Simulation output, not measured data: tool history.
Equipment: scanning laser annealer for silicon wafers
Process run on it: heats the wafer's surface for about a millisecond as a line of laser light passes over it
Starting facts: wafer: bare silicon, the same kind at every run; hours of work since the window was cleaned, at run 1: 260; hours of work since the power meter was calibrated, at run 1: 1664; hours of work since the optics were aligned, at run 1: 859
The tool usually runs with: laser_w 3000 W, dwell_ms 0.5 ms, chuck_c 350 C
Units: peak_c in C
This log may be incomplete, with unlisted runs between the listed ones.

run	day	laser_w	dwell_ms	chuck_c	hours of work since the window was cleaned	hours of work since the power meter was calibrated	hours of work since the optics were aligned	peak_c
1	0	3000	0.5	350	260	1664	859	1155
2	1.625	3000	0.5	350	286	1690	884	1151
3	3.871	3000	0.5	350	321	1725	919	1149
4	5.162	3000	0.5	350	341	1745	940	1151
5	7.8	3000	0.5	387	383	1786	981	1185
6	10.062	3000	0.5	350	418	1822	1017	1144
7	12.996	3000	0.5	350	464	1868	1063	1141
8	14.733	3000	0.489	350	491	1895	1090	1135
9	17.479	3000	0.489	350	535	1938	1133	1133
10	20.267	3000	0.489	350	578	1982	1176	1127
# day 21.542: window over the wafer cleaned
11	23.046	3000	0.489	350	24	2024	1219	1147
12	25.558	2627	0.5	350	63	2063	1258	1020
13	27.154	3000	0.5	350	88	2088	1283	1152
14	29.525	3000	0.5	350	125	2126	1320	1149
15	32.358	3000	0.481	350	170	2170	1365	1131
16	35.046	2745	0.5	350	212	2212	1407	1055
17	37.508	2745	0.5	350	250	2251	1445	1052
18	40.129	2745	0.5	350	291	2292	1487	1054
19	43.058	2745	0.5	350	337	2338	1533	1050
20	45.158	3000	0.5	350	370	2371	1565	1139
21	48.1	2950	0.362	350	416	2417	1612	1015
22	50.771	3217	0.455	317	458	2459	1653	1143
23	53.242	3217	0.455	317	497	2497	1692	1143
24	56.062	3217	0.455	317	541	2542	1736	1141
25	57.975	2851	0.5	330	571	2572	1766	1059
26	59.312	3000	0.501	353	592	2593	1787	1128
# day 59.671: window over the wafer cleaned
27	61.275	3000	0.501	353	25	2622	1817	1152
28	63.029	3000	0.501	337	53	2650	1844	1130
# day 65.7: optics aligned, line set to its width
29	66.004	3000	0.501	337	96	2693	5	1151
30	68.667	3000	0.501	337	138	2735	46	1152
31	70.604	3000	0.378	365	168	2765	77	1078
32	72.817	3267	0.577	350	203	2800	112	1319
33	74.488	3267	0.379	325	229	2826	138	1126
34	77.417	3000	0.462	350	275	2872	184	1128
35	80.042	2703	0.462	358	316	2913	225	1034
36	81.829	2743	0.399	378	344	2941	253	1023
37	84.212	3122	0.435	332	381	2978	290	1124
38	87.062	2990	0.438	350	426	3023	335	1098
39	88.379	3101	0.619	350	447	3044	356	1269
40	91.021	3000	0.617	321	488	3085	397	1201

Same runs, no hidden state in the tool, same run-to-run variation:
Hidden state at play: light that passes the window, % of a clean one's; laser's true power over the reading, %; width of the line over the set one, %; drift of the gauge itself on peak_c, C.
run	peak_c
1	1186
2	1184
3	1184
4	1186
5	1222
6	1183
7	1182
8	1177
9	1177
10	1173
11	1177
12	1046
13	1185
14	1183
15	1167
16	1089
17	1087
18	1091
19	1089
20	1184
21	1054
22	1195
23	1196
24	1196
25	1109
26	1183
27	1191
28	1170
29	1170
30	1173
31	1098
32	1348
33	1151
34	1154
35	1059
36	1048
37	1157
38	1130
39	1309
40	1242
